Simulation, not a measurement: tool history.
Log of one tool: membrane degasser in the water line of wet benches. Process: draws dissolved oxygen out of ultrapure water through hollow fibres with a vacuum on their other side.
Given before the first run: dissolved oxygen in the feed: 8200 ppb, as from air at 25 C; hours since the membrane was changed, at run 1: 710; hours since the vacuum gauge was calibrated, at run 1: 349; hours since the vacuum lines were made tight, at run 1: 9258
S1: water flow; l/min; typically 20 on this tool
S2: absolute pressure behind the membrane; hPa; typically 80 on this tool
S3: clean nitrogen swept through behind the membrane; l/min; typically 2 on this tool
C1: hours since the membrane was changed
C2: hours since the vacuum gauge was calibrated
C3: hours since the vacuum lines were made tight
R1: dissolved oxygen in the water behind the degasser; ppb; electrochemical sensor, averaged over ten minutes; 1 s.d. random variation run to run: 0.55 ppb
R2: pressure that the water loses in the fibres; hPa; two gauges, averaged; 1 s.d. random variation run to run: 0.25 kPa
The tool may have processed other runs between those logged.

run,hour,S1,S2,S3,C1,C2,C3,R1,R2
1,0,20,80,2,710,349,9258,116.1,677.1
2,27.7,20,80,2,738,377,9285,115.6,677.8
3,68.4,24,80,2,778,418,9326,143.2,813.2
4,132.6,24,80,2,843,482,9390,143,810.6
5,166.8,20,80,2,877,516,9424,116,673.3
6,213.2,20,80,2,923,563,9471,115.9,672.9
7,261.4,20,80,2,971,611,9519,117.2,672.7
8,301.7,20,80,1.46,1012,651,9559,153.2,672.1
9,353.1,20,80,1.46,1063,702,9611,153.1,671.2
10,398.6,20,165.7,1.46,1109,748,9656,408.7,671.5
11,440.5,20,165.7,1.46,1150,790,9698,409.9,671.3
12,480.9,20,80,2,1191,830,9738,114.9,673.1
13,538.5,20,80,2,1248,888,9796,116.3,668
14,606.3,20,80,1.26,1316,956,9864,174.2,675.3
15,672.7,20,80,1.26,1383,1022,9930,174,673.7
16,735.6,20,80,2,1446,1085,9993,116,674.3
17,796.9,29,123.7,2,1507,1146,10054,323.1,970.9
18,835,23,54,1.48,1545,1184,10093,87.2,773.3
19,869.4,23,69.7,0.9,1579,1219,10127,212.5,775.4
20,908.5,23,69.7,0.9,1618,1258,10166,212.3,779.5
21,972.8,27,163.1,0.9,1683,1322,10230,786.7,910.7
22,1010.8,13,69.6,2,1721,1360,10268,58.7,438.9
23,1074.3,20,75.8,1.82,1784,1424,10332,116,674.3
24,1102.2,20,75.8,4.32,1812,1452,10360,53.2,681.2
25,1170.5,29,80,2.25,1880,1520,10428,171.4,974.1
26,1234.1,20,80,4.09,1944,1583,10492,61.1,670.7
27,1301.5,20,80,4.09,2011,1651,10559,60.5,672.6
28,1361.3,24,164.9,3.35,2071,1711,10619,233.7,802.1
29,1427.4,24,164.9,3.35,2137,1777,10685,233.9,803.5
30,1493.4,24,164.9,3.35,2203,1843,10751,234.7,810.9
31,1557,24,164.9,3.35,2267,1906,10815,235.1,800.5
32,1616.6,17,61,1.26,2327,1966,10874,91.6,570.5

Each row is a separate what-if for the run after 32, all from the same tool condition, not one after another. Results?
A,1646.9,20,57.2,1.84,2357,1996,10904,?,?
B,1646.9,23,71,0.83,2357,1996,10904,?,?
C,1646.9,30,67.5,5.72,2357,1996,10904,?,?
D,1646.9,18,49.1,2.91,2357,1996,10904,?,?

run,R1,R2
A,67.7,677.3
B,234.2,773.2
C,80.3,1011.7
D,27.4,604.9
Stripped of hidden state, with their random variation kept, the same runs would have yielded:
run,R1,R2
A,67.7,677.1
B,234.1,773
C,80.2,1011.5
D,27.4,604.8

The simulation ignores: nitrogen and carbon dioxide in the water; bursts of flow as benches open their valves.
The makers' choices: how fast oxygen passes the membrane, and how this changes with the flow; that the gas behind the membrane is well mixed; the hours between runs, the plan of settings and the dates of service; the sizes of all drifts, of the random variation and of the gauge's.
